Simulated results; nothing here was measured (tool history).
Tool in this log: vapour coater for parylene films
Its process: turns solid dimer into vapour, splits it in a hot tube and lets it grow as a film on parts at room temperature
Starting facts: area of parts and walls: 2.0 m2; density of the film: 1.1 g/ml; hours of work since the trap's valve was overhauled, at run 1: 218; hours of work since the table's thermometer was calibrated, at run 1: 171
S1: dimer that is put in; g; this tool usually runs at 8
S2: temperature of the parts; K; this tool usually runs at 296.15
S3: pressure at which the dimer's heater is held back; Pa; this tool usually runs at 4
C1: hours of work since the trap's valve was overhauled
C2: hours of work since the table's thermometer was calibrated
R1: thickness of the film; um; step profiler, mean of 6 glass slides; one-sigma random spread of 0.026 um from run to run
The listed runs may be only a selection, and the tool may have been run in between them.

{"run": 1, "hour": 0.0, "S1": 8, "S2": 296.15, "S3": 4, "C1": 218, "C2": 171, "R1": 1.97}
{"hour": 27.2, "done": "trap's valve overhauled"}
{"run": 2, "hour": 31.0, "S1": 8, "S2": 296.15, "S3": 4, "C1": 3, "C2": 193, "R1": 2.14}
{"run": 3, "hour": 53.8, "S1": 8, "S2": 296.15, "S3": 4, "C1": 22, "C2": 212, "R1": 2.19}
{"run": 4, "hour": 76.0, "S1": 8, "S2": 296.15, "S3": 4, "C1": 40, "C2": 230, "R1": 2.12}
{"run": 5, "hour": 119.2, "S1": 8, "S2": 296.15, "S3": 4, "C1": 75, "C2": 265, "R1": 2.08}
{"run": 6, "hour": 164.0, "S1": 8, "S2": 296.15, "S3": 4, "C1": 111, "C2": 301, "R1": 2.08}
{"run": 7, "hour": 197.9, "S1": 8, "S2": 296.15, "S3": 4, "C1": 139, "C2": 329, "R1": 2.01}
{"run": 8, "hour": 219.9, "S1": 8, "S2": 296.15, "S3": 4, "C1": 157, "C2": 347, "R1": 1.96}
{"run": 9, "hour": 264.8, "S1": 8, "S2": 296.15, "S3": 4, "C1": 193, "C2": 383, "R1": 1.93}
{"run": 10, "hour": 285.3, "S1": 8, "S2": 296.15, "S3": 3.25, "C1": 210, "C2": 400, "R1": 2.02}
{"hour": 323.1, "done": "trap's valve overhauled"}
{"run": 11, "hour": 326.3, "S1": 8, "S2": 296.15, "S3": 3.25, "C1": 3, "C2": 430, "R1": 2.2}
{"run": 12, "hour": 362.5, "S1": 9, "S2": 293.15, "S3": 2.05, "C1": 32, "C2": 459, "R1": 3.1}
{"run": 13, "hour": 402.6, "S1": 9, "S2": 293.15, "S3": 2.05, "C1": 65, "C2": 492, "R1": 3.06}
{"run": 14, "hour": 430.8, "S1": 4, "S2": 290.15, "S3": 10.25, "C1": 88, "C2": 515, "R1": 1.18}

For run 15, what comes out?
{"run": 15, "hour": 469.0, "S1": 3, "S2": 302.15, "S3": 3.21, "C1": 119, "C2": 546, "R1": "?"}

{"run 15": {"R1": 0.58}}
Without the tool's hidden state the same run would have given R1 0.63 um.

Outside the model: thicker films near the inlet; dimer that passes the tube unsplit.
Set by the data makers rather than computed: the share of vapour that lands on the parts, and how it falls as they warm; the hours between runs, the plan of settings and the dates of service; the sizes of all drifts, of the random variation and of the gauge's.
